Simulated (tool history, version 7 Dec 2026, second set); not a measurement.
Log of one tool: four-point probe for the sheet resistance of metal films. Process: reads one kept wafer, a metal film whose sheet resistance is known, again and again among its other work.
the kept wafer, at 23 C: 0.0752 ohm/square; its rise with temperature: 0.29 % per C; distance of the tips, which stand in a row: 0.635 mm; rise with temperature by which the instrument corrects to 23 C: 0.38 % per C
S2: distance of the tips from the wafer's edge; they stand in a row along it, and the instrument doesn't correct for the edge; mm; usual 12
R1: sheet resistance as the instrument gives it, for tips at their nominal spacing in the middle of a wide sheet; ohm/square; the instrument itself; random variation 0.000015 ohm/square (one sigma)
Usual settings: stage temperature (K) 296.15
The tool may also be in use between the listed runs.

run 1 hour=0 | stage_temperature_(K)=296.15 S2=12 | R1=0.074743
run 2 hour=50.3 | stage_temperature_(K)=296.15 S2=12 | R1=0.074768
run 3 hour=116.8 | stage_temperature_(K)=307.15 S2=12 | R1=0.074029
run 4 hour=174.3 | stage_temperature_(K)=307.15 S2=12 | R1=0.074053
run 5 hour=284 | stage_temperature_(K)=307.15 S2=12 | R1=0.074039
run 6 hour=350.7 | stage_temperature_(K)=296.15 S2=55 | R1=0.074634
run 7 hour=428.1 | stage_temperature_(K)=296.15 S2=55 | R1=0.074648
run 8 hour=527.6 | stage_temperature_(K)=296.15 S2=55 | R1=0.074643
run 9 hour=641.8 | stage_temperature_(K)=296.15 S2=55 | R1=0.074623
run 10 hour=751.7 | stage_temperature_(K)=296.15 S2=6 | R1=0.07507
run 11 hour=823.4 | stage_temperature_(K)=296.15 S2=6 | R1=0.075082
run 12 hour=884.3 | stage_temperature_(K)=299.15 S2=12 | R1=0.074548
run 13 hour=981.4 | stage_temperature_(K)=299.15 S2=12 | R1=0.074564
run 14 hour=1099.8 | stage_temperature_(K)=308.15 S2=12 | R1=0.073979
run 15 hour=1209.3 | stage_temperature_(K)=308.15 S2=41 | R1=0.073858
run 16 hour=1315 | stage_temperature_(K)=307.15 S2=12 | R1=0.074002
run 17 hour=1390.5 | stage_temperature_(K)=296.15 S2=10 | R1=0.074782
run 18 hour=1441.9 | stage_temperature_(K)=296.15 S2=12 | R1=0.074722
run 19 hour=1515.8 | stage_temperature_(K)=296.15 S2=12 | R1=0.074741
run 20 hour=1614 | stage_temperature_(K)=296.15 S2=20 | R1=0.074555
run 21 hour=1705.1 | stage_temperature_(K)=296.15 S2=20 | R1=0.074595
run 22 hour=1812.2 | stage_temperature_(K)=296.15 S2=20 | R1=0.074557
run 23 hour=1903 | stage_temperature_(K)=296.15 S2=20 | R1=0.074554
run 24 hour=1970.9 | stage_temperature_(K)=296.15 S2=20 | R1=0.074559
run 25 hour=2034.9 | stage_temperature_(K)=306.15 S2=4 | R1=0.074872
run 26 hour=2144.3 | stage_temperature_(K)=302.15 S2=40 | R1=0.074159
run 27 hour=2261.2 | stage_temperature_(K)=302.15 S2=40 | R1=0.074139
run 28 hour=2379 | stage_temperature_(K)=306.15 S2=20 | R1=0.073915
run 29 hour=2472.9 | stage_temperature_(K)=306.15 S2=20 | R1=0.073919
run 30 hour=2572.6 | stage_temperature_(K)=306.15 S2=20 | R1=0.073927
run 31 hour=2628.4 | stage_temperature_(K)=297.15 S2=8 | R1=0.074722
run 32 hour=2707.1 | stage_temperature_(K)=300.15 S2=24 | R1=0.074272
run 33 hour=2794.3 | stage_temperature_(K)=302.15 S2=12 | R1=0.074248
run 34 hour=2901 | stage_temperature_(K)=302.15 S2=12 | R1=0.074189
run 35 hour=3010.7 | stage_temperature_(K)=302.15 S2=12 | R1=0.074257
run 36 hour=3092.5 | stage_temperature_(K)=302.15 S2=12 | R1=0.074219
run 37 hour=3180 | stage_temperature_(K)=296.15 S2=9 | R1=0.074679
run 38 hour=3259.6 | stage_temperature_(K)=298.15 S2=12 | R1=0.074497
run 39 hour=3363.6 | stage_temperature_(K)=298.15 S2=12 | R1=0.074469
run 40 hour=3418.5 | stage_temperature_(K)=307.15 S2=68 | R1=0.073792
run 41 hour=3486.1 | stage_temperature_(K)=296.15 S2=3 | R1=0.076248
run 42 hour=3588.8 | stage_temperature_(K)=296.15 S2=62 | R1=0.074482
run 43 hour=3693.2 | stage_temperature_(K)=292.15 S2=15 | R1=0.07482
run 44 hour=3751.3 | stage_temperature_(K)=300.15 S2=38 | R1=0.074223
run 45 hour=3804 | stage_temperature_(K)=300.15 S2=36 | R1=0.074244
run 46 hour=3855.9 | stage_temperature_(K)=300.15 S2=36 | R1=0.074245

Not shown: 2 entries that the log had between the listed runs. Between which runs, and how does the tool's hidden state differ before and after?
Between runs 15 and 16: stage's thermometer calibrated (hour 1216.3)
  inner tips' distance over the nominal, %: -0.784 -> -0.79; wafer's true temperature over the reading, C: 0.26 -> 0.32
  measured less the result without the state, R1: -0.000576 -> -0.000569 ohm/square
Between runs 19 and 20: stage's thermometer calibrated, once more (hour 1585.4)
  inner tips' distance over the nominal, %: -0.8 -> -0.805; wafer's true temperature over the reading, C: 0.34 -> -0.03
  measured less the result without the state, R1: -0.000578 -> -0.000662 ohm/square

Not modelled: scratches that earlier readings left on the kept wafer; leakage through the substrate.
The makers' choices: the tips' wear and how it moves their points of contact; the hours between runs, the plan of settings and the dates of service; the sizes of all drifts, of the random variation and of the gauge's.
